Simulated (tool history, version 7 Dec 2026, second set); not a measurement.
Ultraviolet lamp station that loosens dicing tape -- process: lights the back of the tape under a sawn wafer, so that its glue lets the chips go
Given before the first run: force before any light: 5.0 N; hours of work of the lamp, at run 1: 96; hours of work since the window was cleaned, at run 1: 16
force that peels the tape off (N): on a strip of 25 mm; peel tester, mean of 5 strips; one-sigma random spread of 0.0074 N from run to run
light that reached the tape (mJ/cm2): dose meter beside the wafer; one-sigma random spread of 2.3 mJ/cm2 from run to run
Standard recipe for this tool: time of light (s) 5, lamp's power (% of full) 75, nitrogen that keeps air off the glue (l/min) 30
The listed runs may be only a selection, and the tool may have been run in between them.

| run | hour | time of light (s) | lamp's power (% of full) | nitrogen that keeps air off the glue (l/min) | hours of work of the lamp | hours of work since the window was cleaned | force that peels the tape off (N) | light that reached the tape (mJ/cm2) |
|---|---|---|---|---|---|---|---|---|
| 1 | 0.0 | 5 | 75 | 30 | 96 | 16 | 0.289 | 214 |
| 2 | 63.4 | 5 | 75 | 30 | 122 | 42 | 0.315 | 207 |
| 3 | 112.5 | 5 | 75 | 30 | 143 | 63 | 0.297 | 205 |
| 4 | 144.8 | 9 | 75 | 30 | 156 | 76 | 0.166 | 366 |
| 5 | 208.9 | 5 | 75 | 16 | 183 | 103 | 0.568 | 199 |
| 6 | 253.2 | 5 | 75 | 33 | 201 | 121 | 0.323 | 193 |
| 7 | 283.1 | 5 | 75 | 33 | 214 | 134 | 0.329 | 195 |
| 8 | 335.2 | 5 | 75 | 33 | 235 | 155 | 0.328 | 192 |
| 9 | 383.8 | 3 | 75 | 30 | 255 | 176 | 0.911 | 114 |
| 10 | 420.6 | 3 | 75 | 30 | 271 | 191 | 0.937 | 112 |
| 11 | 481.9 | 3 | 75 | 30 | 296 | 216 | 0.939 | 112 |
| 12 | 523.6 | 5 | 75 | 30 | 314 | 234 | 0.352 | 179 |
|  | 528.4 | window cleaned of glue's vapour |
| 13 | 568.3 | 5 | 75 | 30 | 332 | 17 | 0.431 | 170 |
| 14 | 614.4 | 5 | 75 | 30 | 351 | 36 | 0.436 | 170 |
|  | 645.1 | window cleaned of glue's vapour, once more |
| 15 | 664.8 | 5 | 75 | 30 | 372 | 8 | 0.345 | 193 |
| 16 | 728.2 | 5 | 75 | 54 | 398 | 35 | 0.251 | 195 |
| 17 | 776.9 | 5 | 75 | 54 | 419 | 55 | 0.236 | 193 |
| 18 | 837.6 | 5 | 75 | 54 | 444 | 80 | 0.258 | 188 |
| 19 | 864.7 | 5 | 75 | 54 | 455 | 91 | 0.245 | 190 |
| 20 | 906.9 | 5 | 75 | 30 | 473 | 109 | 0.377 | 183 |
| 21 | 964.3 | 6 | 75 | 30 | 497 | 133 | 0.282 | 217 |

What will run 22 give?
| 22 | 1010.0 | 5 | 75 | 19 | 516 | 152 | ? | ? |

Run 22 yielded force that peels the tape off (N) 0.581, light that reached the tape (mJ/cm2) 175.
Minus the tool's unlogged condition, the same run would have read force that peels the tape off (N) 0.380, light that reached the tape (mJ/cm2) 222.
